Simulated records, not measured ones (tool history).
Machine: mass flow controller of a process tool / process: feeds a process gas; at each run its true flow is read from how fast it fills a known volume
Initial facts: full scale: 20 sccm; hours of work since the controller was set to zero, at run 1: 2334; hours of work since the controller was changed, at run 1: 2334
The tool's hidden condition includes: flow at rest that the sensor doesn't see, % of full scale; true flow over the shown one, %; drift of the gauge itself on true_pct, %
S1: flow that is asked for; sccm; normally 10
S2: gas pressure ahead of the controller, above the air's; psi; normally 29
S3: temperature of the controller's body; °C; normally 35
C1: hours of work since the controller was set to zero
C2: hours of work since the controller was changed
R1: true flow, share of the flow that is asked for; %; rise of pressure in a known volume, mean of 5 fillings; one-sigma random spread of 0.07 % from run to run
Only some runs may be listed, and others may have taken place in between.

{"run": 1, "hour": 0.0, "S1": 10, "S2": 29, "S3": 35, "C1": 2334, "C2": 2334, "R1": 98.06}
{"run": 2, "hour": 213.8, "S1": 10, "S2": 29, "S3": 35, "C1": 2433, "C2": 2433, "R1": 97.77}
{"run": 3, "hour": 409.2, "S1": 10, "S2": 29, "S3": 35, "C1": 2524, "C2": 2524, "R1": 97.73}
{"run": 4, "hour": 597.5, "S1": 3, "S2": 29, "S3": 35, "C1": 2612, "C2": 2612, "R1": 96.86}
{"run": 5, "hour": 766.8, "S1": 3, "S2": 29, "S3": 35, "C1": 2691, "C2": 2691, "R1": 96.65}
{"run": 6, "hour": 931.9, "S1": 3, "S2": 29, "S3": 35, "C1": 2767, "C2": 2767, "R1": 96.6}
{"run": 7, "hour": 1035.9, "S1": 3, "S2": 29, "S3": 35, "C1": 2816, "C2": 2816, "R1": 96.61}
{"run": 8, "hour": 1187.8, "S1": 10, "S2": 29, "S3": 22, "C1": 2886, "C2": 2886, "R1": 98.6}
{"run": 9, "hour": 1308.8, "S1": 10, "S2": 29, "S3": 22, "C1": 2943, "C2": 2943, "R1": 98.74}
{"run": 10, "hour": 1425.6, "S1": 10, "S2": 29, "S3": 34, "C1": 2997, "C2": 2997, "R1": 97.54}
{"run": 11, "hour": 1675.8, "S1": 10, "S2": 29, "S3": 34, "C1": 3113, "C2": 3113, "R1": 97.49}
{"run": 12, "hour": 1902.5, "S1": 10, "S2": 29, "S3": 34, "C1": 3219, "C2": 3219, "R1": 97.47}
{"run": 13, "hour": 2135.0, "S1": 10, "S2": 29, "S3": 34, "C1": 3327, "C2": 3327, "R1": 97.39}
{"run": 14, "hour": 2284.2, "S1": 4, "S2": 29, "S3": 35, "C1": 3396, "C2": 3396, "R1": 96.46}
{"run": 15, "hour": 2387.5, "S1": 6, "S2": 29, "S3": 35, "C1": 3444, "C2": 3444, "R1": 96.66}
{"run": 16, "hour": 2547.7, "S1": 10, "S2": 29, "S3": 35, "C1": 3519, "C2": 3519, "R1": 97.18}
{"run": 17, "hour": 2803.1, "S1": 10, "S2": 29, "S3": 35, "C1": 3637, "C2": 3637, "R1": 97.12}
{"run": 18, "hour": 2994.2, "S1": 10, "S2": 28.6, "S3": 35, "C1": 3726, "C2": 3726, "R1": 96.91}
{"run": 19, "hour": 3133.1, "S1": 10, "S2": 28.6, "S3": 35, "C1": 3791, "C2": 3791, "R1": 97.02}
{"run": 20, "hour": 3370.1, "S1": 10, "S2": 28.6, "S3": 35, "C1": 3901, "C2": 3901, "R1": 96.91}
{"run": 21, "hour": 3602.9, "S1": 10, "S2": 29, "S3": 27, "C1": 4009, "C2": 4009, "R1": 97.46}
{"run": 22, "hour": 3806.0, "S1": 10, "S2": 29, "S3": 27, "C1": 4104, "C2": 4104, "R1": 97.52}
{"run": 23, "hour": 3992.4, "S1": 10, "S2": 29, "S3": 27, "C1": 4191, "C2": 4191, "R1": 97.49}
{"run": 24, "hour": 4217.8, "S1": 10, "S2": 29, "S3": 27, "C1": 4295, "C2": 4295, "R1": 97.44}
{"run": 25, "hour": 4370.9, "S1": 10, "S2": 27.6, "S3": 40, "C1": 4367, "C2": 4367, "R1": 96.43}
{"run": 26, "hour": 4477.6, "S1": 2, "S2": 30.5, "S3": 36, "C1": 4416, "C2": 4416, "R1": 95.51}
{"run": 27, "hour": 4642.9, "S1": 2, "S2": 30.5, "S3": 36, "C1": 4493, "C2": 4493, "R1": 95.47}
{"run": 28, "hour": 4770.4, "S1": 10, "S2": 29, "S3": 35, "C1": 4552, "C2": 4552, "R1": 96.68}
{"run": 29, "hour": 4999.7, "S1": 10, "S2": 29, "S3": 35, "C1": 4659, "C2": 4659, "R1": 96.58}
{"run": 30, "hour": 5256.0, "S1": 7, "S2": 30, "S3": 35, "C1": 4778, "C2": 4778, "R1": 96.21}
{"run": 31, "hour": 5479.4, "S1": 11, "S2": 25.8, "S3": 35, "C1": 4882, "C2": 4882, "R1": 96.62}
{"run": 32, "hour": 5718.9, "S1": 11, "S2": 25.8, "S3": 35, "C1": 4993, "C2": 4993, "R1": 96.76}
{"run": 33, "hour": 5943.4, "S1": 5, "S2": 29.7, "S3": 38, "C1": 5098, "C2": 5098, "R1": 95.51}
{"run": 34, "hour": 6139.6, "S1": 5, "S2": 29.7, "S3": 38, "C1": 5189, "C2": 5189, "R1": 95.44}
{"run": 35, "hour": 6274.1, "S1": 3, "S2": 23.9, "S3": 27, "C1": 5252, "C2": 5252, "R1": 96.24}
{"run": 36, "hour": 6400.4, "S1": 10, "S2": 23.1, "S3": 21, "C1": 5310, "C2": 5310, "R1": 97.63}
{"hour": 6487.9, "done": "gauge calibrated"}
{"run": 37, "hour": 6510.0, "S1": 10, "S2": 29, "S3": 24, "C1": 5361, "C2": 5361, "R1": 98.81}
{"run": 38, "hour": 6759.3, "S1": 3, "S2": 24.2, "S3": 37, "C1": 5477, "C2": 5477, "R1": 96.79}
{"hour": 6794.6, "done": "controller's zero set anew"}
{"run": 39, "hour": 6938.2, "S1": 13, "S2": 30.9, "S3": 34, "C1": 67, "C2": 5560, "R1": 98.26}
{"run": 40, "hour": 7190.6, "S1": 13, "S2": 30.9, "S3": 34, "C1": 184, "C2": 5678, "R1": 98.05}
{"run": 41, "hour": 7404.8, "S1": 20, "S2": 23.5, "S3": 21, "C1": 284, "C2": 5777, "R1": 100.11}
{"run": 42, "hour": 7608.5, "S1": 3, "S2": 29, "S3": 35, "C1": 378, "C2": 5872, "R1": 96.63}
{"run": 43, "hour": 7788.4, "S1": 3, "S2": 29, "S3": 35, "C1": 462, "C2": 5956, "R1": 96.52}
{"run": 44, "hour": 7894.3, "S1": 19, "S2": 29.7, "S3": 38, "C1": 511, "C2": 6005, "R1": 98.45}
{"hour": 8002.9, "done": "controller exchanged for a calibrated one"}
{"run": 45, "hour": 8032.9, "S1": 16, "S2": 30.7, "S3": 38, "C1": 14, "C2": 14, "R1": 98.13}
{"run": 46, "hour": 8170.5, "S1": 16, "S2": 30.7, "S3": 37, "C1": 78, "C2": 78, "R1": 97.99}
{"run": 47, "hour": 8337.6, "S1": 10, "S2": 23.4, "S3": 35, "C1": 156, "C2": 156, "R1": 97.62}

Hidden state at the last listed run before each entry between runs and at the first one after, where it differs:
After run 36, before run 37: gauge calibrated (hour 6487.9)
  drift of the gauge itself on true_pct, %: -1.59 -> -0.01
  the result without the hidden state subtracted from the measured one, R1: -1.58 -> +0 %
After run 38, before run 39: controller's zero set anew (hour 6794.6)
  flow at rest that the sensor doesn't see, % of full scale: 0.003 -> 0; drift of the gauge itself on true_pct, %: -0.07 -> -0.11
  the result without the hidden state subtracted from the measured one, R1: -0.05 -> -0.11 %
After run 44, before run 45: controller exchanged for a calibrated one (hour 8002.9)
  true flow over the shown one, %: -0.01 -> 0; drift of the gauge itself on true_pct, %: -0.35 -> -0.38
  the result without the hidden state subtracted from the measured one, R1: -0.35 -> -0.38 %
